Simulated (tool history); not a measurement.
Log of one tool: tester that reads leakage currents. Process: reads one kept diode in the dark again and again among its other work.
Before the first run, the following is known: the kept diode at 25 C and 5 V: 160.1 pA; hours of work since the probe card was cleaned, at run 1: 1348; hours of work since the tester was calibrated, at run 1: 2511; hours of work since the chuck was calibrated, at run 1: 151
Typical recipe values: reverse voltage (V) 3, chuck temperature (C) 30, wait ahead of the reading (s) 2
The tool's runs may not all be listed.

run	hour	reverse voltage (V)	chuck temperature (C)	wait ahead of the reading (s)	hours of work since the probe card was cleaned	hours of work since the tester was calibrated	hours of work since the chuck was calibrated	current that the tester gives (pA)
1	0	3	30	2	1348	2511	151	180.07
2	108.6	3	30	2	1431	2595	235	181.37
# hour 180.9: tester calibrated
3	252.5	3	30	2	1541	55	344	179.72
4	328.3	3	20	2	1599	114	402	86.81
5	447.8	1.35	20	2	1691	206	495	58.97
6	543.2	3	30	2.35	1765	279	568	178.39
# hour 611.9: chuck's temperature calibrated
7	721.8	3	30	2.35	1901	416	85	180.46
8	798.1	3	37	2.35	1960	475	144	290.76
9	905.6	3	43	2	2043	558	227	435.35
10	1072.1	3	43	2	2171	686	355	435.5
11	1167.6	3	30	9.65	2245	760	429	180.02
12	1256.1	3	30	9.65	2313	828	497	180.25
# hour 1409: chuck's temperature calibrated
13	1426.9	3	30	9.65	2444	958	14	179.42
14	1551.9	3	30	9.65	2540	1055	110	180.52
15	1721.8	3	30	9.65	2671	1186	241	179.74
16	1903.9	3	30	2	2812	1326	382	180.58
17	2072.8	3	29	2	2942	1456	512	168.07
18	2165.9	3	29	2	3014	1528	584	168.53
# hour 2215.3: chuck's temperature calibrated
19	2245.6	3	30	2	3074	1588	23	180.13
20	2416.3	3	30	2	3205	1720	155	179.86
# hour 2474.6: probe card cleaned and baked
21	2588.6	4.26	57	0.49	88	1850	286	1229.11
22	2757.8	1.85	30	7.18	218	1981	416	141.74
23	2931.4	2.91	33	7.18	352	2115	550	217.83
# hour 3011.7: chuck's temperature calibrated
24	3069.3	3.1	36	2.21	457	2220	44	278.21
25	3161.6	7.77	44	2	528	2291	116	733.17
26	3257.7	14.22	33	2.79	603	2365	190	471.6
27	3344.2	5.26	46	0.7	669	2432	256	693.52
28	3424.4	3	21	4.85	731	2494	318	92.91
29	3570.5	1.55	30	1.46	844	2606	431	131.85
# hour 3620.2: tester calibrated
30	3758.3	1.55	30	1.46	987	107	574	131.45
# hour 3817.3: chuck's temperature calibrated
31	3874.4	1.55	30	1.46	1075	195	44	131.63
32	3966.8	1.17	38	1.27	1146	266	115	198.94
33	4074.3	11.43	28	0.33	1229	349	198	309.74
34	4201.8	3	36	0.45	1328	447	297	274.04
35	4326.1	12.37	59	0.7	1424	543	392	2323.15
36	4427.7	1.18	30	2.12	1502	621	471	115.1
37	4530.7	1.19	30	0.72	1581	701	550	116.33
# hour 4612.8: chuck's temperature calibrated
38	4623.5	3	49	0.76	1651	771	8	639.04

Each row is a separate what-if for the run after 38, all from the same tool condition, not one after another. Results?
A	4719.7	12.34	33	0.76	1726	845	82	?
B	4719.7	3	41	0.76	1726	845	82	?
C	4719.7	15.17	49	0.36	1726	845	82	?
D	4719.7	6.99	22	0.3	1726	845	82	?
E	4719.7	8.19	40	0.85	1726	845	82	?

run	current that the tester gives (pA)
A	443.61
B	381.3
C	1407.42
D	160.24
E	578.67
Without the tool's unlogged condition, the same runs would have read:
run	current that the tester gives (pA)
A	443.17
B	381.13
C	1406.68
D	160.01
E	578.3
